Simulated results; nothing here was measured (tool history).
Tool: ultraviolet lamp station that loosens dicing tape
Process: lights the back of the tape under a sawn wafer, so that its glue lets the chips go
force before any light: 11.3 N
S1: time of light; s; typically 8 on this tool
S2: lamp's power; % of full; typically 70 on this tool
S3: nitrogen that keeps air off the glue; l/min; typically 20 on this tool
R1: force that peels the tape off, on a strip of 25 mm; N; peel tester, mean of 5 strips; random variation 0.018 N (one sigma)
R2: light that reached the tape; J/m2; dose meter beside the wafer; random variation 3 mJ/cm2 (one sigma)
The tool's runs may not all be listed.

run    hour  S1  S2  S3     R1     R2
  1       0   8  70  20  0.809   4520
  2    40.5   6  70  20  1.522   3380
  3    93.5   6  70  20  1.539   3340
  4   160.5   8  70  20  0.847   4450
  5   242.3   8  70  20  0.833   4500
      277.8  -- window cleaned of glue's vapour
  6   335.1   8  70  20   0.83   4530
  7   374.8   8  70  20  0.824   4560
  8   450.8   8  70  20   0.86   4520
  9   509.9   8  70  20  0.808   4540
 10   605.1   8  70  20  0.836   4520
 11   663.7   8  70  20  0.839   4510
      690.9  -- window cleaned of glue's vapour
 12   704.8   8  70  13  0.994   4500
 13   756.6   7  70  13  1.356   3910
 14   830.3   7  70  13  1.384   3990
 15   910.6   4  70  20  2.972   2240
      925.5  -- lamp changed
 16   970.3   4  70  20   2.96   2260
 17  1057.9   4  70  20   2.93   2260
     1107.8  -- window cleaned of glue's vapour
 18  1115.3   4  70  20  2.905   2260
 19  1163.6   4  70  37  2.624   2250
 20  1227.5   4  70  37   2.65   2280
 21  1278.3   4  70  37  2.607   2240
 22  1353.2   4  95  21  1.871   3100
 23    1396   9  65   7  1.255   4780
 24  1474.8   9  65   7  1.252   4730
     1520.5  -- window cleaned of glue's vapour
 25  1547.4   9  66   6  1.322   4850
 26  1605.6   6  65  14  2.007   3140
 27  1665.1   6  65  14  2.051   3140
 28  1726.3   6  65  14  2.052   3140
 29  1793.2   6  79  20  1.244   3780
 30  1880.8   8  92   9  0.666   5930
     1906.3  -- lamp changed
     1933.4  -- window cleaned of glue's vapour
 31  1956.8  13  97  20  0.123  10160
 32  2034.4  13  97  20  0.127  10070
 33  2125.6   5  98  20  1.135   3920
 34  2191.9  16  70  20  0.153   9020
 35  2251.5   8  88  11  0.649   5720
 36  2310.5  15  72   6   0.29   8790
     2346.2  -- window cleaned of glue's vapour
 37  2360.4  15  72   6  0.293   8720
 38  2402.7   8  72   6  1.314   4650
 39  2500.2  15  72   6  0.296   8730
 40  2544.5   6  70  13  1.823   3380
 41  2626.8   6  78  13  1.523   3780
 42  2693.6   6  78  13  1.474   3780

Each row is a separate what-if for the run after 42, all from the same tool condition, not one after another. Results?
  A  2736.6   6  78   8   ?   ?
  B  2736.6   5  82  11   ?   ?
  C  2736.6  12  78  13   ?   ?

run     R1    R2
  A  1.825  3790
  B  2.094  3320
  C  0.272  7620
The same runs, with their run-to-run variation unchanged, on a tool lacking any hidden condition would have given:
run     R1    R2
  A  1.815  3800
  B  2.084  3330
  C   0.27  7640

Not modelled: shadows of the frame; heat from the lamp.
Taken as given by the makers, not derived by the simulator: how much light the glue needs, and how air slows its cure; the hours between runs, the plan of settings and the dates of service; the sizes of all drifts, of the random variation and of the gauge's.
